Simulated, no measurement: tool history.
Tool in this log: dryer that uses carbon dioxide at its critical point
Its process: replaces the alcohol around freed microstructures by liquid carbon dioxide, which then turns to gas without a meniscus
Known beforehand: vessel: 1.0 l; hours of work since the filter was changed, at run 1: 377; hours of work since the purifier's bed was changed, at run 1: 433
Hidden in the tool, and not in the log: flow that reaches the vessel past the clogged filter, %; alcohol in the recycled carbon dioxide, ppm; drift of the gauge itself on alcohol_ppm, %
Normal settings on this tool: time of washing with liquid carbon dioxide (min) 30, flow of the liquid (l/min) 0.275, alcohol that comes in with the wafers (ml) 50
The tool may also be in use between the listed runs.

run	hour	time of washing with liquid carbon dioxide (min)	flow of the liquid (l/min)	alcohol that comes in with the wafers (ml)	hours of work since the filter was changed	hours of work since the purifier's bed was changed	alcohol left in the vessel before it's heated (ppm by volume)
1	0	30	0.275	50	377	433	171
2	22	30	0.275	50	386	442	169
3	38.4	30	0.275	50	393	449	175
4	55.6	30	0.275	50	400	456	178
5	70.1	30	0.275	50	406	462	170
6	90.5	30	0.275	91	415	471	291
7	113.1	30	0.275	50	424	480	180
8	131.8	30	0.275	50	432	488	187
9	156.6	30	0.275	50	442	498	195
10	168.6	30	0.275	54	447	503	205
11	183	25	0.275	54	453	509	488
# hour 205.7: inlet filter changed
12	206.1	22	0.275	60	0	519	412
13	225.7	39	0.199	29	8	527	79
14	240.2	32	0.275	50	14	533	66
15	263.8	32	0.275	50	24	543	73
16	276.2	18	0.275	50	29	548	860
17	299.7	18	0.275	50	39	557	845
18	316.3	18	0.275	50	46	564	878
19	340.4	27	0.275	55	56	574	157

Below are 4 alternative next runs, each starting from the tool's condition after run 19. Predict each:
A	355.9	25	0.228	82	62	581	?
B	355.9	38	0.179	120	62	581	?
C	355.9	27	0.329	55	62	581	?
D	355.9	35	0.411	47	62	581	?

run	alcohol left in the vessel before it's heated (ppm by volume)
A	774
B	486
C	76
D	42
Without the tool's hidden state the same runs would have given:
run	alcohol left in the vessel before it's heated (ppm by volume)
A	646
B	383
C	29
D	2
